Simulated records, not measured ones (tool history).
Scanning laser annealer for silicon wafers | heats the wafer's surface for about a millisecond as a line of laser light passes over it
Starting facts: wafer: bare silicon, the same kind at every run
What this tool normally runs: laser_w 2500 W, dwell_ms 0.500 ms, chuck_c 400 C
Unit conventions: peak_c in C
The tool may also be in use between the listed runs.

| run | day | laser_w | dwell_ms | chuck_c | peak_c |
|---|---|---|---|---|---|
| 1 | 0.000 | 2500 | 0.500 | 400 | 1105 |
| 2 | 2.592 | 2500 | 0.375 | 400 | 1010 |
| 3 | 4.067 | 2500 | 0.375 | 400 | 1006 |
| 4 | 5.379 | 2500 | 0.375 | 400 | 1007 |
| 5 | 7.062 | 2500 | 0.375 | 400 | 1004 |
| 6 | 10.046 | 2500 | 0.500 | 400 | 1101 |
| 7 | 13.075 | 2500 | 0.500 | 400 | 1099 |
| 8 | 15.446 | 2500 | 0.500 | 400 | 1093 |
|  | 16.100 | optics aligned, line set to its width |
| 9 | 18.025 | 2500 | 0.595 | 400 | 1164 |
| 10 | 20.429 | 2500 | 0.595 | 400 | 1159 |
| 11 | 22.112 | 2500 | 0.595 | 400 | 1159 |
| 12 | 24.871 | 2500 | 0.595 | 364 | 1115 |
| 13 | 27.192 | 2500 | 0.595 | 364 | 1118 |
| 14 | 28.812 | 2500 | 0.595 | 364 | 1117 |
| 15 | 30.183 | 2500 | 0.595 | 364 | 1113 |
| 16 | 31.433 | 2611 | 0.500 | 400 | 1110 |
| 17 | 33.225 | 2500 | 0.500 | 400 | 1084 |
|  | 34.971 | window over the wafer cleaned |
| 18 | 35.988 | 2500 | 0.500 | 400 | 1107 |
| 19 | 37.454 | 2500 | 0.500 | 400 | 1110 |
| 20 | 39.767 | 2500 | 0.421 | 400 | 1048 |
| 21 | 41.383 | 2500 | 0.421 | 400 | 1044 |
| 22 | 42.729 | 2571 | 0.500 | 404 | 1126 |
| 23 | 44.954 | 2571 | 0.500 | 404 | 1127 |
| 24 | 47.042 | 2571 | 0.500 | 404 | 1122 |
| 25 | 48.696 | 2262 | 0.500 | 370 | 1004 |
| 26 | 50.225 | 2262 | 0.352 | 370 | 898 |
| 27 | 52.396 | 2262 | 0.352 | 370 | 894 |
| 28 | 54.246 | 2674 | 0.352 | 413 | 1031 |
| 29 | 56.600 | 2500 | 0.500 | 425 | 1117 |
| 30 | 59.196 | 2145 | 0.491 | 400 | 989 |
| 31 | 60.638 | 2699 | 0.500 | 400 | 1139 |
| 32 | 62.288 | 2699 | 0.500 | 400 | 1136 |
| 33 | 65.008 | 2699 | 0.359 | 407 | 1027 |
| 34 | 68.092 | 2321 | 0.495 | 422 | 1053 |
|  | 69.838 | window over the wafer cleaned |
| 35 | 70.404 | 2321 | 0.495 | 422 | 1074 |
| 36 | 73.012 | 2210 | 0.379 | 402 | 947 |
| 37 | 75.333 | 2246 | 0.503 | 416 | 1049 |
| 38 | 78.233 | 2500 | 0.609 | 406 | 1181 |
| 39 | 79.846 | 2345 | 0.609 | 437 | 1158 |
| 40 | 81.671 | 2345 | 0.609 | 437 | 1162 |
| 41 | 84.179 | 2411 | 0.609 | 437 | 1176 |
|  | 85.554 | optics aligned, line set to its width |
| 42 | 85.646 | 2372 | 0.475 | 362 | 1008 |

3 options for the next run, each taken on its own from the tool as it stands now. Forecast them:
| A | 87.096 | 2500 | 0.556 | 432 | ? |
| B | 87.096 | 2500 | 0.500 | 367 | ? |
| C | 87.096 | 2401 | 0.515 | 387 | ? |

| run | peak_c |
|---|---|
| A | 1167 |
| B | 1062 |
| C | 1070 |
With the hidden condition removed and each run's random variation left untouched, the same runs would have given:
| run | peak_c |
|---|---|
| A | 1186 |
| B | 1080 |
| C | 1088 |
